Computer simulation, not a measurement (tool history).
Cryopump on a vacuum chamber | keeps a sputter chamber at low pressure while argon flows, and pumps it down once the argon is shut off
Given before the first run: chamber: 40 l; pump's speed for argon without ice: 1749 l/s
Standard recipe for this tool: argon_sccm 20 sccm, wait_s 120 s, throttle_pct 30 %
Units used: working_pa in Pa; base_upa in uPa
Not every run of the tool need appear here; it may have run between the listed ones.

run   hour  argon_sccm  wait_s  throttle_pct  working_pa  base_upa
  1      0          20     120            30      0.0673      0.61
  2   52.8          20     120            30      0.0678      0.63
  3   97.3          20     120            30      0.0677      0.66
  4  146.8          20     120            30      0.0672      0.66
  5  206.3          20     120            30      0.0681      0.65
  6  243.5          20     120            30      0.0682      0.67
  7  291.5          20     120            30      0.0691      0.71
  8  328.6          20     120            30      0.0689      0.72
  9  378.3          29      65            30      0.1001      1.03
 10  430.2          29      65            30      0.1019      1.08
 11  467.9          29      65            30      0.1006      1.02
 12  495.9          14     120            16      0.0893      0.74

Run 13 has not been measured yet. What should we expect?
     533.4  -- pump warmed up, emptied and cooled again
 13   551          22     120            16           ?         ?

Run 13 measured working_pa 0.1341 Pa, base_upa 0.65 uPa.
On a tool with no hidden condition, and with the same random variation, this run would have come out at working_pa 0.1337 Pa, base_upa 0.57 uPa.
